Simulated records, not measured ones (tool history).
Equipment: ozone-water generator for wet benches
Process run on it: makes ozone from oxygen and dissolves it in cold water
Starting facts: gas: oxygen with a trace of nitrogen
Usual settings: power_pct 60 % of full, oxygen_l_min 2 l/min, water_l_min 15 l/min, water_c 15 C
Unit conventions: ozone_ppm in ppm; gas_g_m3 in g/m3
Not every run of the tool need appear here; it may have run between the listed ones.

Run 1, hour 0: usual settings. Result: ozone_ppm 11 ppm, gas_g_m3 170.8 g/m3.
Run 2, hour 73.4: usual settings but power_pct 63 % of full. Result: ozone_ppm 11.5 ppm, gas_g_m3 177.9 g/m3.
Run 3, hour 113.6: usual settings but power_pct 63 % of full. Result: ozone_ppm 11.4 ppm, gas_g_m3 177.7 g/m3.
Run 4, hour 186.6: usual settings but power_pct 71 % of full. Result: ozone_ppm 12.7 ppm, gas_g_m3 199 g/m3.
Run 5, hour 220.8: usual settings but power_pct 71 % of full. Result: ozone_ppm 12.8 ppm, gas_g_m3 199.2 g/m3.
Run 6, hour 266: usual settings but power_pct 71 % of full, oxygen_l_min 3.53 l/min. Result: ozone_ppm 13.9 ppm, gas_g_m3 149.3 g/m3.
Run 7, hour 304.1: usual settings but power_pct 71 % of full, oxygen_l_min 3.53 l/min. Result: ozone_ppm 13.9 ppm, gas_g_m3 149.6 g/m3.
Run 8, hour 381.6: usual settings but power_pct 71 % of full, oxygen_l_min 3.53 l/min. Result: ozone_ppm 13.8 ppm, gas_g_m3 149.5 g/m3.
Run 9, hour 440.9: usual settings but power_pct 71 % of full, oxygen_l_min 3.53 l/min. Result: ozone_ppm 13.9 ppm, gas_g_m3 148.9 g/m3.
Run 10, hour 517.3: usual settings but power_pct 71 % of full, oxygen_l_min 3.53 l/min. Result: ozone_ppm 13.6 ppm, gas_g_m3 147.2 g/m3.
Run 11, hour 551.5: usual settings but power_pct 71 % of full, oxygen_l_min 3.53 l/min. Result: ozone_ppm 13.7 ppm, gas_g_m3 148.8 g/m3.
Run 12, hour 629: usual settings but water_l_min 19 l/min. Result: ozone_ppm 7.9 ppm, gas_g_m3 169.2 g/m3.
Run 13, hour 670.9: usual settings but water_l_min 17 l/min. Result: ozone_ppm 9.1 ppm, gas_g_m3 168.4 g/m3.
Run 14, hour 714.7: usual settings but power_pct 87 % of full. Result: ozone_ppm 15 ppm, gas_g_m3 235 g/m3.
Run 15, hour 783.8: usual settings but power_pct 87 % of full. Result: ozone_ppm 15.1 ppm, gas_g_m3 235.1 g/m3.
Run 16, hour 852.2: usual settings but power_pct 87 % of full. Result: ozone_ppm 14.8 ppm, gas_g_m3 234.7 g/m3.
Run 17, hour 926.2: usual settings but power_pct 87 % of full, oxygen_l_min 2.6 l/min. Result: ozone_ppm 15.8 ppm, gas_g_m3 207.5 g/m3.
Run 18, hour 974.5: usual settings but power_pct 87 % of full, oxygen_l_min 2.6 l/min. Result: ozone_ppm 15.8 ppm, gas_g_m3 206.3 g/m3.
Run 19, hour 1026.9: usual settings but oxygen_l_min 2.63 l/min. Result: ozone_ppm 11.4 ppm, gas_g_m3 146.6 g/m3.
At hour 1089.7: water thermometer calibrated.
Run 20, hour 1098.3: usual settings but oxygen_l_min 1.8 l/min, water_l_min 21 l/min, water_c 23 C. Result: ozone_ppm 6.6 ppm, gas_g_m3 177.8 g/m3.
Run 21, hour 1147.4: usual settings but oxygen_l_min 1.8 l/min, water_l_min 21 l/min, water_c 23 C. Result: ozone_ppm 6.4 ppm, gas_g_m3 176.1 g/m3.
Run 22, hour 1195.4: usual settings but oxygen_l_min 1.71 l/min, water_l_min 21 l/min, water_c 23 C. Result: ozone_ppm 6.5 ppm, gas_g_m3 182.3 g/m3.
Run 23, hour 1237.2: usual settings but oxygen_l_min 1.71 l/min, water_l_min 21 l/min, water_c 23 C. Result: ozone_ppm 6.5 ppm, gas_g_m3 183 g/m3.
Run 24, hour 1272.9: usual settings but oxygen_l_min 1.71 l/min, water_l_min 21 l/min, water_c 16 C. Result: ozone_ppm 6.9 ppm, gas_g_m3 182.1 g/m3.
Run 25, hour 1332.2: usual settings but power_pct 59 % of full, water_c 8 C. Result: ozone_ppm 11.3 ppm, gas_g_m3 164 g/m3.
Run 26, hour 1369: usual settings but oxygen_l_min 2.67 l/min, water_l_min 23 l/min. Result: ozone_ppm 6.9 ppm, gas_g_m3 143.7 g/m3.
Run 27, hour 1404: usual settings but oxygen_l_min 2.29 l/min, water_l_min 10 l/min. Result: ozone_ppm 16.7 ppm, gas_g_m3 155.6 g/m3.
Run 28, hour 1460.4: usual settings but oxygen_l_min 2.29 l/min, water_l_min 10 l/min. Result: ozone_ppm 16.4 ppm, gas_g_m3 155.4 g/m3.
Run 29, hour 1493.7: usual settings but oxygen_l_min 2.29 l/min, water_l_min 10 l/min. Result: ozone_ppm 16.5 ppm, gas_g_m3 155.6 g/m3.
Run 30, hour 1526.1: usual settings but power_pct 82 % of full, water_c 8 C. Result: ozone_ppm 14.9 ppm, gas_g_m3 217.7 g/m3.
Run 31, hour 1561.8: usual settings but water_c 14 C. Result: ozone_ppm 10.5 ppm, gas_g_m3 166.1 g/m3.
Run 32, hour 1615.4: usual settings but water_c 20 C. Result: ozone_ppm 10.1 ppm, gas_g_m3 167.1 g/m3.
Run 33, hour 1654.3: usual settings but water_c 20 C. Result: ozone_ppm 10.2 ppm, gas_g_m3 165.2 g/m3.
Run 34, hour 1701.6: usual settings but power_pct 45 % of full, oxygen_l_min 2.01 l/min, water_l_min 18 l/min, water_c 19 C. Result: ozone_ppm 6.3 ppm, gas_g_m3 128.6 g/m3.

A few steps of ozone_ppm between consecutive runs. Split each: what settings, incoming material and random variation would produce without the hidden state, and what is left over for the hidden state, along with gauge scatter present in only one of the two compared results (measured, and without hidden state):
Hidden state present: yield of the discharge, % of new electrodes'; contactor's efficiency, % of a clean one's; true water temperature over the reading, C; drift of the gauge itself on ozone_ppm, %; drift of the gauge itself on gas_g_m3, %.
Run 11 -> 12: power_pct 71 -> 60, oxygen_l_min 3.53 -> 2, water_l_min 15 -> 19. ozone_ppm -5.8 ppm: hidden state +0.5, all else -6.3.
Run 13 -> 14: power_pct 60 -> 87, water_l_min 17 -> 15. ozone_ppm +5.9 ppm: hidden state -0.6, all else +6.5.
Run 26 -> 27: oxygen_l_min 2.67 -> 2.29, water_l_min 23 -> 10. ozone_ppm +9.8 ppm: hidden state -0.7, all else +10.5.
Run 30 -> 31: power_pct 82 -> 60, water_c 8 -> 14. ozone_ppm -4.4 ppm: hidden state +0.8, all else -5.2.

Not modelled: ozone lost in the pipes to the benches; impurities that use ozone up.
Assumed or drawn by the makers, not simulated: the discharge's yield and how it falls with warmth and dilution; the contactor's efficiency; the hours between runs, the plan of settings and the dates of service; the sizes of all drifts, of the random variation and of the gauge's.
